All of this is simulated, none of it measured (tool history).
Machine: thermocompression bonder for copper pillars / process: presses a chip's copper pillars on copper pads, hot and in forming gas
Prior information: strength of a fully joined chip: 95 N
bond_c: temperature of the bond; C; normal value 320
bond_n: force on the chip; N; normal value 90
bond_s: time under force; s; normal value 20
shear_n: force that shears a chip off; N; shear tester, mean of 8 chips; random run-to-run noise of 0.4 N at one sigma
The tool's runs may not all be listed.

run,hour,bond_c,bond_n,bond_s,shear_n
1,0.0,320,90,20,39.8
2,48.4,320,90,20,39.3
3,104.3,320,90,20,39.3
4,167.6,320,90,20,39.1
5,205.9,320,90,20,39.4
6,253.8,320,90,20,39.3
7,286.9,320,90,20,39.0
8,342.8,320,98,20,42.8
9,378.7,320,98,20,42.3
10,429.3,320,98,20,42.7
11,477.8,320,98,20,42.7
# hour 482.0: forming gas filter changed
12,519.1,320,98,20,44.7
13,562.3,320,98,20,45.6
14,610.8,320,90,20,42.1
15,663.3,320,90,20,42.1
16,725.4,320,90,20,41.3
17,754.4,320,90,20,42.3
18,814.9,320,90,20,41.8
19,843.4,320,90,20,42.4

For run 20, what comes out?
20,898.3,320,90,20,?

shear_n: 41.6 N
With the hidden condition absent and the run-to-run variation left alone, this run would have shown shear_n 41.2 N.
